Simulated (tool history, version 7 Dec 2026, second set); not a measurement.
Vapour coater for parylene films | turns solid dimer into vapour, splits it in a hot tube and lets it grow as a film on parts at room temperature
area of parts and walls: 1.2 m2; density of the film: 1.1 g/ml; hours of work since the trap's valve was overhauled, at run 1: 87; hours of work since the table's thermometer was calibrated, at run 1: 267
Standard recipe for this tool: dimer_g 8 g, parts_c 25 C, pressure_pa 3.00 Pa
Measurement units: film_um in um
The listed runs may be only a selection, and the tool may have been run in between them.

run   hour  dimer_g  parts_c  pressure_pa  hours of work since the trap's valve was overhauled  hours of work since the table's thermometer was calibrated  film_um
  1    0.0        8       25         3.00                                                   87                                                         267     4.94
  2   12.0        8       25         3.00                                                   97                                                         277     4.91
  3   26.6        8       25         4.49                                                  109                                                         289     4.55
  4   41.0        8       25         4.49                                                  121                                                         301     4.57
  5   49.8        8       25         4.49                                                  128                                                         308     4.55
  6   62.2        8       25         4.49                                                  139                                                         318     4.55
  7   76.8        8       25         4.49                                                  151                                                         330     4.54
  8   84.1        8       25         4.49                                                  156                                                         336     4.54
  9   93.0        8       25         4.49                                                  164                                                         344     4.54
 10  101.3        8       25         4.49                                                  171                                                         350     4.55
 11  116.4        8       25         4.49                                                  183                                                         363     4.52
 12  125.7        8       19         3.00                                                  191                                                         370     5.84
 13  140.8        8       19         3.00                                                  203                                                         383     5.84
     152.1  -- trap's valve overhauled
 14  152.1       10       27         5.06                                                    0                                                         389     5.20
 15  159.6       10       27         5.06                                                    6                                                         395     5.21
 16  172.5       10       27         5.06                                                   17                                                         405     5.21
 17  185.4       10       27         5.06                                                   27                                                         416     5.19
 18  200.3       12       20         5.06                                                   40                                                         428     7.72
 19  215.5        7       28         5.61                                                   52                                                         441     3.43

What if the next run were any one of these 3? Each begins from the tool's condition after run 19:
  A  229.4        8       29         3.62                                                   63                                                         452        ?
  B  229.4        8       28         5.61                                                   63                                                         452        ?
  C  229.4        7       28         6.23                                                   63                                                         452        ?

run  film_um
  A     4.14
  B     3.92
  C     3.37
With no hidden state in the tool, these same runs would have given:
run  film_um
  A     4.22
  B     4.00
  C     3.43
